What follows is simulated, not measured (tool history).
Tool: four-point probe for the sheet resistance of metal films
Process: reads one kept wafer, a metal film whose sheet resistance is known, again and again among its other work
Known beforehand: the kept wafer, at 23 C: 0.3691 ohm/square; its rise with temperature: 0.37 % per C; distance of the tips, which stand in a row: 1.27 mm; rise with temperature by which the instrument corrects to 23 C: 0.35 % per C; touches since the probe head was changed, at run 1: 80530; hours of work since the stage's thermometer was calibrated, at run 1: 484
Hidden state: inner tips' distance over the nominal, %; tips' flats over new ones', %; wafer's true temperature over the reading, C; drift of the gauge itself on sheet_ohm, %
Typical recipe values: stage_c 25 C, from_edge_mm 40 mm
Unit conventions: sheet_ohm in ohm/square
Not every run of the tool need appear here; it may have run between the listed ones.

run   hour  stage_c  from_edge_mm  touches since the probe head was changed  hours of work since the stage's thermometer was calibrated  sheet_ohm
  1    0.0       25            40                                     80530                                                         484   0.367355
  2   13.6       25            40                                     81462                                                         494   0.367408
  3   29.7       25            40                                     82571                                                         507   0.367103
  4   40.5       25            40                                     83314                                                         516   0.367214
  5   51.5       25            40                                     84073                                                         524   0.367290
  6   62.6       24            40                                     84833                                                         533   0.367058
  7   76.9       24            40                                     85818                                                         544   0.367041
  8   84.1       24            40                                     86312                                                         550   0.367084
  9   92.8       25             5                                     86906                                                         557   0.379254
 10   99.5       25            40                                     87371                                                         562   0.367062
 11  106.3       25            69                                     87835                                                         567   0.367012
 12  119.2       25            42                                     88724                                                         577   0.367068
 13  134.6       21            40                                     89780                                                         589   0.366685
 14  145.3       21            10                                     90520                                                         598   0.369597
 15  153.6       33            19                                     91092                                                         604   0.368379
     160.2  -- new probe head fitted
 16  168.1       33            19                                       548                                                         615   0.372376
 17  178.9       26             7                                      1287                                                         624   0.377274
 18  191.9       26             7                                      2180                                                         634   0.377292
 19  207.9       30            63                                      3282                                                         646   0.371241
 20  220.2       19            28                                      4127                                                         656   0.370563
 21  231.2       19            28                                      4885                                                         665   0.370500
 22  242.7       22            42                                      5676                                                         674   0.370425

Below are 3 alternative next runs, each starting from the tool's condition after run 22. Predict each:
  A  255.4       31            15                                      6545                                                         684          ?
  B  255.4       27            42                                      6545                                                         684          ?
  C  255.4       30            37                                      6545                                                         684          ?

run  sheet_ohm
  A   0.372527
  B   0.370938
  C   0.371224
The same runs, with their run-to-run variation unchanged, on a tool lacking any hidden condition would have given:
run  sheet_ohm
  A   0.371287
  B   0.369698
  C   0.369986

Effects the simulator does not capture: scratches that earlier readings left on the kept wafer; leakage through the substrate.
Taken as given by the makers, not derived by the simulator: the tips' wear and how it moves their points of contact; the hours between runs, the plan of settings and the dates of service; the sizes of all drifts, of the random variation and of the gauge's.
